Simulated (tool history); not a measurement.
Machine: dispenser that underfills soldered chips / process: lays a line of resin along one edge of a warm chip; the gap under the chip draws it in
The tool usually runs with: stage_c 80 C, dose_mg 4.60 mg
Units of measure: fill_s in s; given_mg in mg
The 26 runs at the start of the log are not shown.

run,day,stage_c,dose_mg,hours of work since the syringe was changed,hours of work since the valve was cleaned,hours of work since the stage was calibrated,fill_s,given_mg
# day 7.862: new syringe of resin
# day 8.100: dispensing valve cleaned and set on the balance
27,8.112,71,5.11,4,0,162,56.9,5.12
# day 8.229: new syringe of resin
28,8.371,80,4.20,2,5,166,34.8,4.19
# day 8.542: new syringe of resin
29,8.562,88,5.08,0,8,169,21.0,5.04
30,8.812,88,5.06,5,12,174,31.1,4.99
# day 8.846: new syringe of resin
31,9.133,65,4.69,5,18,179,84.4,4.63
# day 9.167: new syringe of resin
32,9.438,65,4.69,5,23,184,83.1,4.59
# day 9.471: new syringe of resin
# day 9.779: new syringe of resin
33,9.875,71,5.24,2,30,192,47.6,5.12
34,10.062,87,4.60,5,34,195,33.0,4.46
# day 10.096: new syringe of resin
# day 10.404: new syringe of resin
35,10.404,87,4.60,0,39,201,20.9,4.45

Predict each of these 3 candidate next runs independently; none follows another, all start after run 35:
A,10.683,89,5.87,5,44,206,?,?
B,10.683,88,4.78,5,44,206,?,?
C,10.683,84,4.40,5,44,206,?,?

run,fill_s,given_mg
A,28.9,5.66
B,30.0,4.61
C,36.7,4.24
Without the tool's hidden state the same runs would have given:
run,fill_s,given_mg
A,19.9,5.89
B,20.3,4.79
C,25.1,4.41
